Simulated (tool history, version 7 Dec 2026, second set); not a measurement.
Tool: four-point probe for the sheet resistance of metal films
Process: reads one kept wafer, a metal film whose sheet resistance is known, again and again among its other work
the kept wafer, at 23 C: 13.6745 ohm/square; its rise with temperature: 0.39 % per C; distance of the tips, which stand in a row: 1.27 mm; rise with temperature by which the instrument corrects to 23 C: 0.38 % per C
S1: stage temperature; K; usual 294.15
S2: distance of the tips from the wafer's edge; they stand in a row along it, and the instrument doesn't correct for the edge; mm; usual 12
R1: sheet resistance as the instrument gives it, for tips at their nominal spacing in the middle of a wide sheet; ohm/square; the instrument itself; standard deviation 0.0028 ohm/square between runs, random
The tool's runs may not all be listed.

run,hour,S1,S2,R1
1,0,294.15,12,13.753688
2,79.3,294.15,12,13.753165
3,131.7,294.15,12,13.750452
4,219,294.15,12,13.755562
5,310.3,294.15,11,13.771848
6,417.1,294.15,11,13.777963
7,533.9,294.15,11,13.775463
8,650.1,294.15,11,13.776186
9,736.5,294.15,11,13.777956
10,803.3,294.15,8,13.861831
11,862.8,302.15,12,13.773988
12,943,302.15,48,13.69933
13,1003,302.15,48,13.696825
14,1103.3,305.15,12,13.778751
15,1203.3,304.15,12,13.780678
16,1261.8,304.15,7,13.94449
17,1366.5,308.15,10,13.826324
18,1437.6,303.15,20,13.731961

Run 19 comes next. What will it give?
19,1514.7,303.15,60,?

Run 19 produced R1 13.704883 ohm/square.
Minus the tool's unlogged condition, the same run would have read R1 13.68758 ohm/square.

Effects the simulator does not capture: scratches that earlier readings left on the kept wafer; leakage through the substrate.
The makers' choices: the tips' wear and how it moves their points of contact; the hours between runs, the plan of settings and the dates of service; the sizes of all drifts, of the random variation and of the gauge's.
